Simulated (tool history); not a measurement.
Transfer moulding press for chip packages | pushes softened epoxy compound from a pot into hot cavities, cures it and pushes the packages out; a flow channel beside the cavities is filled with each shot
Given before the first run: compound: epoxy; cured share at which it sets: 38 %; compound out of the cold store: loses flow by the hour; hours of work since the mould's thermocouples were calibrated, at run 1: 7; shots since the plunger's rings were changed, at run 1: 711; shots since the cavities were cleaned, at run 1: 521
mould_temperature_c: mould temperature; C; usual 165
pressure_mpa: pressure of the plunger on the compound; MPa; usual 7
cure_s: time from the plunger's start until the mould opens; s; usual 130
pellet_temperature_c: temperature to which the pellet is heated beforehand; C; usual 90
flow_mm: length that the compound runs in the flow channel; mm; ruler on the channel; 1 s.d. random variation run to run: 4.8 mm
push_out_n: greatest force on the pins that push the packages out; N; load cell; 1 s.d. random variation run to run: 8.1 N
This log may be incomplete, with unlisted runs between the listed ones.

run   hour  mould_temperature_c  pressure_mpa  cure_s  pellet_temperature_c  hours of work since the mould's thermocouples were calibrated  shots since the plunger's rings were changed  shots since the cavities were cleaned  incoming compound's hours out of the cold store  flow_mm  push_out_n
  1      0                  165             7     130                    90                                                              7                                           711                                    521                                             16.1      796         360
  2    5.4                  165             7     130                    86                                                             10                                           745                                    555                                             30.9      749         368
  3   13.5                  165             7     130                    86                                                             13                                           795                                    605                                             22.1      778         355
  4   24.9                  165             7     130                    86                                                             19                                           867                                    677                                             31.8      748         343
  5   29.9                  165             7     130                    90                                                             21                                           898                                    708                                             20.7      789         345
  6   38.6                  165             7     130                    88                                                             25                                           952                                    762                                             10.4      826         376
      44.2  -- cavities cleaned with cleaning compound and waxed
  7   47.8                  165             7     130                    90                                                             29                                          1000                                     22                                             33.4      737         347
  8   57.4                  165             7     130                    90                                                             33                                          1060                                     82                                             34.8      738         341
  9   65.6                  165          7.42     130                    90                                                             37                                          1112                                    134                                             14.7      839         354
 10     72                  165             7     130                    90                                                             40                                          1151                                    173                                             40.8      725         327
 11   77.9                  165             7     130                    90                                                             43                                          1188                                    210                                             24.7      770         359
 12     83                  165             7     130                    90                                                             45                                          1220                                    242                                             40.3      723         339
 13   93.2                  165             7     130                    90                                                             50                                          1284                                    306                                             18.5      787         354
 14  100.1                  165             7     130                    90                                                             53                                          1327                                    349                                             42.4      716         337
 15  111.5                  165             7     130                    90                                                             58                                          1398                                    420                                               11      831         360
 16  122.3                  172          5.34     130                    90                                                             63                                          1465                                    487                                             43.7      589         302
 17    129                  172          5.34     130                    90                                                             66                                          1508                                    530                                             15.9      679         290
 18  134.1                  172          5.34     130                    90                                                             69                                          1539                                    561                                             11.7      688         303
 19  140.2                  169          8.15     130                    89                                                             71                                          1577                                    599                                             34.3      768         304
 20  151.4                  165             6     130                    90                                                             77                                          1647                                    669                                             34.2      684         350
 21  158.8                  162             7     132                    90                                                             80                                          1694                                    716                                             44.3      728         379
 22  170.2                  165          8.34     130                    86                                                             85                                          1764                                    786                                             44.2      773         348
     172.7  -- cavities cleaned with cleaning compound and waxed
 23  183.8                  169             7     130                    96                                                             91                                          1840                                     69                                             44.8      681         308
 24  191.3                  169             7     130                    96                                                             94                                          1887                                    116                                             39.9      707         303
 25  197.6                  159          8.43     130                    90                                                             97                                          1927                                    156                                             36.3      839         489
 26  206.2                  159          8.43     130                    90                                                            101                                          1980                                    209                                             36.9      830         489
 27  215.6                  165          5.38     130                    83                                                            106                                          2039                                    268                                             20.8      687         362
 28  222.9                  165          5.38     130                    83                                                            109                                          2084                                    313                                             29.9      660         343

Predict each of these 4 candidate next runs independently; none follows another, all start after run 28:
  A  234.3                  165          5.38     161                    83                                                            114                                          2156                                    385                                             18.6        ?           ?
  B  234.3                  164           5.6     122                    90                                                            114                                          2156                                    385                                             31.1        ?           ?
  C  234.3                  172          5.38     140                    83                                                            114                                          2156                                    385                                             37.3        ?           ?
  D  234.3                  162             7     130                    90                                                            114                                          2156                                    385                                              9.2        ?           ?

run  flow_mm  push_out_n
  A      699         317
  B      670         406
  C      613         299
  D      842         435
The same runs, with their run-to-run variation unchanged, on a tool lacking any hidden condition would have given:
run  flow_mm  push_out_n
  A      700         313
  B      671         401
  C      614         295
  D      843         429

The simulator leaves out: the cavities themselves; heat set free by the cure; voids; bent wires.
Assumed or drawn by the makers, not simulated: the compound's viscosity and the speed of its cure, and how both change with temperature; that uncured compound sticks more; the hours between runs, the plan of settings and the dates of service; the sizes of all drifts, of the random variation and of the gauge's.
